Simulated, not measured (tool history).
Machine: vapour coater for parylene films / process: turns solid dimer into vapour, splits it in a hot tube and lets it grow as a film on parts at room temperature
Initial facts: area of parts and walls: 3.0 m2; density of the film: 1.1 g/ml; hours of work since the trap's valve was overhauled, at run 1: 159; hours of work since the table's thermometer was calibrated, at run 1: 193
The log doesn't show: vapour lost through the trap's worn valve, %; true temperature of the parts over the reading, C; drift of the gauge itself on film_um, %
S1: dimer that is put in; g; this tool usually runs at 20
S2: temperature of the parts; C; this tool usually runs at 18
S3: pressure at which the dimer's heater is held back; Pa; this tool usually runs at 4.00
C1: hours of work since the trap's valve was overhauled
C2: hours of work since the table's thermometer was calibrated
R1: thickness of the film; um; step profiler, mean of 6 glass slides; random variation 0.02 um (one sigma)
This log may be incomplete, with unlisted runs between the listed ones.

Run 1, hour 0.0: usual settings; C1 159; C2 193. Result: R1 4.17 um.
Run 2, hour 15.4: usual settings; C1 170; C2 204. Result: R1 4.15 um.
Run 3, hour 25.8: usual settings; C1 178; C2 212. Result: R1 4.17 um.
Run 4, hour 37.9: usual settings; C1 187; C2 220. Result: R1 4.14 um.
Run 5, hour 45.0: usual settings; C1 192; C2 226. Result: R1 4.19 um.
Run 6, hour 51.6: usual settings; C1 197; C2 230. Result: R1 4.15 um.
Run 7, hour 61.5: usual settings but S2 11 C; C1 204; C2 238. Result: R1 5.56 um.
Run 8, hour 71.1: usual settings but S2 11 C; C1 211; C2 245. Result: R1 5.57 um.
Run 9, hour 87.2: usual settings but S1 12 g; C1 223; C2 257. Result: R1 2.48 um.
Run 10, hour 103.1: usual settings but S1 14 g; C1 235; C2 268. Result: R1 2.90 um.
Run 11, hour 111.4: usual settings but S1 14 g; C1 241; C2 274. Result: R1 2.91 um.
Run 12, hour 119.0: usual settings but S1 14 g; C1 246; C2 280. Result: R1 2.92 um.
Run 13, hour 133.1: usual settings but S1 14 g; C1 257; C2 290. Result: R1 2.88 um.
Run 14, hour 144.3: usual settings but S1 14 g, S2 13 C; C1 265; C2 299. Result: R1 3.57 um.
Run 15, hour 156.8: usual settings but S1 35 g, S2 13 C; C1 274; C2 308. Result: R1 8.96 um.
Run 16, hour 170.8: usual settings; C1 284; C2 318. Result: R1 4.15 um.
Run 17, hour 184.9: usual settings but S1 18 g; C1 295; C2 328. Result: R1 3.70 um.
Run 18, hour 194.1: usual settings but S1 18 g; C1 301; C2 335. Result: R1 3.71 um.
Run 19, hour 207.4: usual settings but S1 18 g, S2 28 C, S3 2.74 Pa; C1 311; C2 345. Result: R1 2.52 um.
Run 20, hour 217.3: usual settings but S1 8 g, S2 16 C, S3 3.01 Pa; C1 318; C2 352. Result: R1 1.86 um.
Run 21, hour 230.1: usual settings but S1 8 g, S2 16 C, S3 3.01 Pa; C1 328; C2 362. Result: R1 1.86 um.
Run 22, hour 245.2: usual settings but S1 32 g, S2 26 C, S3 3.65 Pa; C1 339; C2 373. Result: R1 4.71 um.
Run 23, hour 256.7: usual settings but S2 13 C, S3 3.97 Pa; C1 347; C2 381. Result: R1 5.05 um.
Run 24, hour 272.3: usual settings but S1 32 g, S3 10.88 Pa; C1 359; C2 393. Result: R1 5.99 um.
Run 25, hour 282.7: usual settings but S1 32 g, S3 10.88 Pa; C1 366; C2 400. Result: R1 5.93 um.
Run 26, hour 290.2: usual settings but S1 32 g, S3 10.88 Pa; C1 372; C2 406. Result: R1 5.93 um.
Run 27, hour 301.3: usual settings but S2 22 C, S3 3.26 Pa; C1 380; C2 414. Result: R1 3.53 um.
Run 28, hour 313.7: usual settings but S2 21 C, S3 2.58 Pa; C1 389; C2 423. Result: R1 3.74 um.
At hour 325.8: trap's valve overhauled.
Run 29, hour 333.3: usual settings but S2 25 C; C1 5; C2 434. Result: R1 3.00 um.
At hour 341.6: gauge calibrated.
Run 30, hour 347.2: usual settings but S2 19 C, S3 5.93 Pa; C1 16; C2 445. Result: R1 3.85 um.
Run 31, hour 360.1: usual settings but S1 15 g, S2 16 C, S3 5.91 Pa; C1 25; C2 454. Result: R1 3.27 um.
Run 32, hour 367.5: usual settings but S1 15 g, S2 16 C, S3 5.91 Pa; C1 31; C2 459. Result: R1 3.28 um.
Run 33, hour 375.7: usual settings but S1 11 g, S2 19 C, S3 6.22 Pa; C1 37; C2 465. Result: R1 2.12 um.

How would selected steps in R1 from run to run divide? Give the signed amount a tool lacking its hidden state would still show from settings, what came in and random variation, and the signed amount left for the hidden state, including any gauge scatter that is not in both of the compared results.
Run 8 -> 9: S1 20 -> 12, S2 11 -> 18. R1 -3.09 um: hidden state +0.01, all else -3.10.
Run 14 -> 15: S1 14 -> 35. R1 +5.39 um: hidden state -0.06, all else +5.45.
Run 15 -> 16: S1 35 -> 20, S2 13 -> 18. R1 -4.81 um: hidden state +0.04, all else -4.85.
Run 21 -> 22: S1 8 -> 32, S2 16 -> 26, S3 3.01 -> 3.65. R1 +2.85 um: hidden state -0.06, all else +2.91.
Run 29 -> 30: S2 25 -> 19, S3 4.00 -> 5.93, gauge calibrated. R1 +0.85 um: hidden state +0.07, all else +0.78.
